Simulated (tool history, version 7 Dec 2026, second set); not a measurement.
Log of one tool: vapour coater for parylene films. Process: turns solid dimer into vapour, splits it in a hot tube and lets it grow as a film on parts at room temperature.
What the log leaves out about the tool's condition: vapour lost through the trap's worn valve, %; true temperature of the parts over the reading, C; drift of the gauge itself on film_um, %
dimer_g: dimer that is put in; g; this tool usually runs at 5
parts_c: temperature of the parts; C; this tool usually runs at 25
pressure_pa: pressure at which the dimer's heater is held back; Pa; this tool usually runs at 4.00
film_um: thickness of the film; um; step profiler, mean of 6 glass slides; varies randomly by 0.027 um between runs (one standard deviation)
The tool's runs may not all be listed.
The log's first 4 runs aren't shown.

run   hour  dimer_g  parts_c  pressure_pa  hours of work since the trap's valve was overhauled  hours of work since the table's thermometer was calibrated  film_um
  5  160.0        5       25         4.00                                                  163                                                         470     2.81
  6  196.2        5       25         4.00                                                  179                                                         486     2.82
  7  238.4        5       22         4.00                                                  197                                                         505     2.95
  8  277.3        5       25         7.07                                                  214                                                         522     2.42
  9  305.6        5       25         7.07                                                  227                                                         535     2.44
 10  335.2        5       25         7.07                                                  240                                                         548     2.41
 11  370.0        5       25         4.34                                                  255                                                         563     2.69
 12  400.9        5       25         4.00                                                  269                                                         577     2.68
     431.7  -- trap's valve overhauled
 13  443.0        5       25         4.00                                                    5                                                         594     2.99
 14  489.3        8       25         4.00                                                   25                                                         614     4.80
 15  510.6        8       25         4.00                                                   35                                                         623     4.74
 16  545.3        8       25         4.00                                                   50                                                         639     4.65
 17  588.4        2       22         4.00                                                   69                                                         658     1.23
 18  610.4        2       22         4.00                                                   79                                                         667     1.19
 19  644.9        5       30         4.71                                                   94                                                         683     2.56
 20  677.1        4       28         9.36                                                  108                                                         697     1.83
 21  723.0        4       28         9.36                                                  129                                                         717     1.86

For run 22, what comes out?
 22  753.0        4       28         9.36                                                  142                                                         730        ?

film_um: 1.79 um
Minus the tool's unlogged condition, the same run would have read film_um 1.89 um.
